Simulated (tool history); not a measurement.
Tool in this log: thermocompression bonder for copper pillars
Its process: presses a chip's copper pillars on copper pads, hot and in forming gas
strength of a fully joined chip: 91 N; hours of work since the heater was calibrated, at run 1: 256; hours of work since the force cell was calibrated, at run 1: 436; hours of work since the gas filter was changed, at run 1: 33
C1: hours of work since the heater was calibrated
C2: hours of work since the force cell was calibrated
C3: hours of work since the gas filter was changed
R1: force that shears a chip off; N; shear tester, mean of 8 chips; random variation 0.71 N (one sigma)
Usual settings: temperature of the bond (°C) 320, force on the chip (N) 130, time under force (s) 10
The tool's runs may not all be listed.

run 1 day=0.000 | temperature_of_the_bond_(°C)=320 force_on_the_chip_(N)=130 time_under_force_(s)=10 | C1=256 C2=436 C3=33 | R1=48.6
run 2 day=2.904 | temperature_of_the_bond_(°C)=320 force_on_the_chip_(N)=130 time_under_force_(s)=10 | C1=300 C2=480 C3=78 | R1=47.8
run 3 day=4.162 | temperature_of_the_bond_(°C)=320 force_on_the_chip_(N)=130 time_under_force_(s)=10 | C1=319 C2=500 C3=97 | R1=48.0
run 4 day=6.562 | temperature_of_the_bond_(°C)=320 force_on_the_chip_(N)=130 time_under_force_(s)=10 | C1=356 C2=536 C3=133 | R1=47.9
run 5 day=8.600 | temperature_of_the_bond_(°C)=320 force_on_the_chip_(N)=130 time_under_force_(s)=10 | C1=387 C2=568 C3=165 | R1=47.1
run 6 day=10.779 | temperature_of_the_bond_(°C)=320 force_on_the_chip_(N)=130 time_under_force_(s)=10 | C1=421 C2=601 C3=198 | R1=46.4
run 7 day=12.233 | temperature_of_the_bond_(°C)=320 force_on_the_chip_(N)=130 time_under_force_(s)=10 | C1=443 C2=623 C3=220 | R1=45.7
-- day=12.533 forming gas filter changed
run 8 day=14.354 | temperature_of_the_bond_(°C)=320 force_on_the_chip_(N)=130 time_under_force_(s)=10 | C1=475 C2=655 C3=28 | R1=48.1
run 9 day=16.562 | temperature_of_the_bond_(°C)=320 force_on_the_chip_(N)=130 time_under_force_(s)=10 | C1=509 C2=689 C3=62 | R1=47.2
run 10 day=18.342 | temperature_of_the_bond_(°C)=320 force_on_the_chip_(N)=130 time_under_force_(s)=10 | C1=536 C2=716 C3=89 | R1=48.0
run 11 day=19.671 | temperature_of_the_bond_(°C)=320 force_on_the_chip_(N)=129 time_under_force_(s)=10 | C1=556 C2=737 C3=109 | R1=46.3
run 12 day=22.296 | temperature_of_the_bond_(°C)=320 force_on_the_chip_(N)=129 time_under_force_(s)=10 | C1=596 C2=777 C3=149 | R1=45.2
-- day=22.992 heater calibrated with a thermocouple chip
run 13 day=24.088 | temperature_of_the_bond_(°C)=320 force_on_the_chip_(N)=129 time_under_force_(s)=10 | C1=17 C2=803 C3=175 | R1=49.3
run 14 day=26.762 | temperature_of_the_bond_(°C)=320 force_on_the_chip_(N)=129 time_under_force_(s)=10 | C1=58 C2=844 C3=216 | R1=48.1
-- day=27.288 forming gas filter changed
run 15 day=28.408 | temperature_of_the_bond_(°C)=296 force_on_the_chip_(N)=79 time_under_force_(s)=8 | C1=83 C2=869 C3=17 | R1=22.4
run 16 day=30.838 | temperature_of_the_bond_(°C)=296 force_on_the_chip_(N)=79 time_under_force_(s)=8 | C1=120 C2=906 C3=54 | R1=21.2
run 17 day=33.625 | temperature_of_the_bond_(°C)=310 force_on_the_chip_(N)=104 time_under_force_(s)=8 | C1=162 C2=949 C3=97 | R1=32.9

Predict the results of run 18:
run 18 day=35.046 | temperature_of_the_bond_(°C)=300 force_on_the_chip_(N)=149 time_under_force_(s)=6 | C1=184 C2=970 C3=119 | R1=?

Run 18 produced R1 38.1 N.
Were there no unlogged condition in the tool, this run, its random variation unchanged, would have produced R1 38.4 N.
